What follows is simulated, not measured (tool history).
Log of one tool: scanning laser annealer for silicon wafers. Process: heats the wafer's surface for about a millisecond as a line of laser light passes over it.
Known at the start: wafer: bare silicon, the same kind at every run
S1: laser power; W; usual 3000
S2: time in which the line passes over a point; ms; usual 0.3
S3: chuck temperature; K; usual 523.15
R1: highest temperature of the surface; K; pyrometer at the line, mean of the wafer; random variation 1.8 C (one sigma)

{"run": 1, "hour": 0.0, "S1": 3000, "S2": 0.3, "S3": 523.15, "R1": 1258.15}
{"run": 2, "hour": 64.1, "S1": 3000, "S2": 0.3, "S3": 523.15, "R1": 1256.15}
{"run": 3, "hour": 146.3, "S1": 3000, "S2": 0.3, "S3": 523.15, "R1": 1252.15}
{"run": 4, "hour": 243.9, "S1": 2968, "S2": 0.3, "S3": 523.15, "R1": 1243.15}
{"run": 5, "hour": 306.0, "S1": 2968, "S2": 0.3, "S3": 523.15, "R1": 1241.15}
{"run": 6, "hour": 366.7, "S1": 2968, "S2": 0.3, "S3": 523.15, "R1": 1238.15}
{"run": 7, "hour": 412.4, "S1": 2968, "S2": 0.3, "S3": 518.15, "R1": 1231.15}
{"run": 8, "hour": 487.3, "S1": 3000, "S2": 0.3, "S3": 523.15, "R1": 1244.15}
{"run": 9, "hour": 582.7, "S1": 3000, "S2": 0.3, "S3": 523.15, "R1": 1239.15}
{"run": 10, "hour": 635.8, "S1": 3000, "S2": 0.3, "S3": 523.15, "R1": 1240.15}
{"run": 11, "hour": 714.4, "S1": 2591, "S2": 0.3, "S3": 523.15, "R1": 1115.15}
{"run": 12, "hour": 793.0, "S1": 2591, "S2": 0.3, "S3": 523.15, "R1": 1114.15}
{"run": 13, "hour": 889.5, "S1": 2827, "S2": 0.3, "S3": 523.15, "R1": 1179.15}
{"run": 14, "hour": 952.9, "S1": 2827, "S2": 0.3, "S3": 523.15, "R1": 1181.15}
{"run": 15, "hour": 1016.3, "S1": 3000, "S2": 0.3, "S3": 523.15, "R1": 1229.15}
{"run": 16, "hour": 1111.2, "S1": 3000, "S2": 0.3, "S3": 523.15, "R1": 1226.15}
{"hour": 1136.5, "done": "window over the wafer cleaned"}
{"run": 17, "hour": 1162.5, "S1": 3000, "S2": 0.3, "S3": 523.15, "R1": 1269.15}
{"run": 18, "hour": 1213.6, "S1": 3000, "S2": 0.3, "S3": 523.15, "R1": 1266.15}
{"run": 19, "hour": 1295.2, "S1": 3000, "S2": 0.3, "S3": 529.15, "R1": 1267.15}
{"run": 20, "hour": 1341.1, "S1": 3000, "S2": 0.3, "S3": 529.15, "R1": 1267.15}
{"hour": 1351.0, "done": "optics aligned, line set to its width"}
{"run": 21, "hour": 1416.5, "S1": 2978, "S2": 0.287, "S3": 512.15, "R1": 1220.15}
{"run": 22, "hour": 1470.1, "S1": 2978, "S2": 0.287, "S3": 512.15, "R1": 1223.15}
{"run": 23, "hour": 1560.9, "S1": 2978, "S2": 0.28, "S3": 512.15, "R1": 1207.15}
{"run": 24, "hour": 1616.6, "S1": 2744, "S2": 0.292, "S3": 512.15, "R1": 1153.15}
{"run": 25, "hour": 1690.8, "S1": 2812, "S2": 0.365, "S3": 509.15, "R1": 1247.15}
{"hour": 1703.7, "done": "optics aligned, line set to its width, once more"}
{"run": 26, "hour": 1785.8, "S1": 3000, "S2": 0.325, "S3": 538.15, "R1": 1310.15}
{"run": 27, "hour": 1857.6, "S1": 3000, "S2": 0.325, "S3": 486.15, "R1": 1259.15}
{"run": 28, "hour": 1944.5, "S1": 2748, "S2": 0.3, "S3": 514.15, "R1": 1178.15}
{"run": 29, "hour": 2000.3, "S1": 2748, "S2": 0.359, "S3": 489.15, "R1": 1215.15}
{"run": 30, "hour": 2079.4, "S1": 2931, "S2": 0.22, "S3": 523.15, "R1": 1128.15}
{"run": 31, "hour": 2124.0, "S1": 2693, "S2": 0.231, "S3": 513.15, "R1": 1069.15}
{"run": 32, "hour": 2172.9, "S1": 2930, "S2": 0.225, "S3": 495.15, "R1": 1105.15}
{"run": 33, "hour": 2213.9, "S1": 2930, "S2": 0.225, "S3": 495.15, "R1": 1105.15}
{"run": 34, "hour": 2254.9, "S1": 2930, "S2": 0.225, "S3": 495.15, "R1": 1103.15}
{"run": 35, "hour": 2328.2, "S1": 2957, "S2": 0.3, "S3": 544.15, "R1": 1256.15}
{"run": 36, "hour": 2419.0, "S1": 2957, "S2": 0.3, "S3": 544.15, "R1": 1254.15}
{"run": 37, "hour": 2511.3, "S1": 2964, "S2": 0.3, "S3": 487.15, "R1": 1196.15}
{"run": 38, "hour": 2576.6, "S1": 3000, "S2": 0.3, "S3": 545.15, "R1": 1263.15}
{"run": 39, "hour": 2652.2, "S1": 2812, "S2": 0.316, "S3": 526.15, "R1": 1207.15}
{"run": 40, "hour": 2742.0, "S1": 2962, "S2": 0.249, "S3": 526.15, "R1": 1164.15}

Some steps in R1 between neighbouring runs. How much of each would the tool show without its hidden state too (settings, what came in, random variation), and how much is left for the hidden state, with any gauge scatter that isn't in both results?
The hidden state here: light that passes the window, % of a clean one's; laser's true power over the reading, %; width of the line over the set one, %; drift of the gauge itself on peak_c, C.
Run 10 -> 11: S1 3000 -> 2591. R1 -125 K: hidden state +6, all else -131.
Run 16 -> 17: window over the wafer cleaned. R1 +43 K: hidden state +41, all else +2.
Run 24 -> 25: S1 2744 -> 2812, S2 0.292 -> 0.365, S3 512.15 -> 509.15. R1 +94 K: hidden state -8, all else +102.
Run 25 -> 26: S1 2812 -> 3000, S2 0.365 -> 0.325, S3 509.15 -> 538.15, optics aligned, line set to its width, once more. R1 +63 K: hidden state +19, all else +44.
Run 34 -> 35: S1 2930 -> 2957, S2 0.225 -> 0.3, S3 495.15 -> 544.15. R1 +153 K: hidden state -8, all else +161.
